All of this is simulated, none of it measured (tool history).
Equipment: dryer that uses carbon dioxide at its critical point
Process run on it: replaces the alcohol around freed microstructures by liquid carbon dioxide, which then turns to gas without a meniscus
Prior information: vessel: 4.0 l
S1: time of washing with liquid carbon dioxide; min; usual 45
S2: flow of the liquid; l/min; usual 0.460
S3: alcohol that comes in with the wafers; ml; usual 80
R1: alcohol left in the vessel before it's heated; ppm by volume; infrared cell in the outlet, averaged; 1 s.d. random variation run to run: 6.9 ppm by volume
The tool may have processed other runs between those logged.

| run | day | S1 | S2 | S3 | R1 |
|---|---|---|---|---|---|
| 1 | 0.000 | 45 | 0.460 | 80 | 537 |
| 2 | 0.604 | 45 | 0.460 | 61 | 454 |
| 3 | 1.708 | 45 | 0.460 | 61 | 481 |
| 4 | 2.938 | 45 | 0.460 | 61 | 492 |
| 5 | 3.608 | 45 | 0.460 | 61 | 511 |
| 6 | 4.233 | 45 | 0.460 | 61 | 523 |
| 7 | 4.967 | 45 | 0.277 | 80 | 2354 |
| 8 | 6.154 | 61 | 0.455 | 42 | 259 |
|  | 7.296 | inlet filter changed |
| 9 | 7.417 | 45 | 0.324 | 29 | 590 |
| 10 | 8.096 | 45 | 0.324 | 29 | 605 |
| 11 | 9.246 | 45 | 0.470 | 42 | 366 |

5 options for the next run, each taken on its own from the tool as it stands now. Forecast them:
| A | 10.175 | 44 | 0.716 | 48 | ? |
| B | 10.175 | 45 | 0.284 | 46 | ? |
| C | 10.175 | 35 | 0.470 | 28 | ? |
| D | 10.175 | 44 | 0.300 | 80 | ? |
| E | 10.175 | 28 | 0.326 | 114 | ? |

| run | R1 |
|---|---|
| A | 217 |
| B | 1205 |
| C | 478 |
| D | 1800 |
| E | 5030 |
Without the tool's hidden state the same runs would have given:
| run | R1 |
|---|---|
| A | 22 |
| B | 937 |
| C | 264 |
| D | 1481 |
| E | 4569 |
